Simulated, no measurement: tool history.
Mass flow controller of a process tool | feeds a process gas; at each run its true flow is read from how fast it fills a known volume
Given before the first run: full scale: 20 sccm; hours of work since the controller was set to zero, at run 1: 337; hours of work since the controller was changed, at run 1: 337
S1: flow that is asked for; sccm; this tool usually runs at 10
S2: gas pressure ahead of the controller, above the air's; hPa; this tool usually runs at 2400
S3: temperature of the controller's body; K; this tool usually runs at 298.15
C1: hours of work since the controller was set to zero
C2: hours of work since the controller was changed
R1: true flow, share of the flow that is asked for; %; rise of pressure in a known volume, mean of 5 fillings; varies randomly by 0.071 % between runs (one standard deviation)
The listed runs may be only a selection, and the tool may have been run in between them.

run	day	S1	S2	S3	C1	C2	R1
1	0	10	2400	298.15	337	337	99.14
2	9.742	10	2400	298.15	428	428	99.1
3	18.296	10	2400	298.15	507	507	99.11
4	23.225	10	2400	298.15	553	553	99.12
5	29.958	10	2400	298.15	616	616	99.06
6	36.704	7	2400	298.15	678	678	98.65
7	44.788	7	2400	298.15	754	754	98.65
8	52.233	3	1930	298.15	823	823	97.57
9	62.175	9	1790	298.15	915	915	98.33
10	66.812	2	2790	308.15	958	958	96.91
11	74	10	2400	306.15	1025	1025	98.6
12	79.662	18	1940	302.15	1078	1078	99.07
13	84.658	18	1940	302.15	1124	1124	99.1

Branching from run 13: 3 alternative next runs. What would each branch give?
A	91.683	11	1600	313.15	1190	1190	?
B	91.683	18	1940	297.15	1190	1190	?
C	91.683	10	2400	302.15	1190	1190	?

run	R1
A	97.99
B	99.13
C	98.63
With no hidden state in the tool, these same runs would have given:
run	R1
A	98.86
B	99.86
C	99.52

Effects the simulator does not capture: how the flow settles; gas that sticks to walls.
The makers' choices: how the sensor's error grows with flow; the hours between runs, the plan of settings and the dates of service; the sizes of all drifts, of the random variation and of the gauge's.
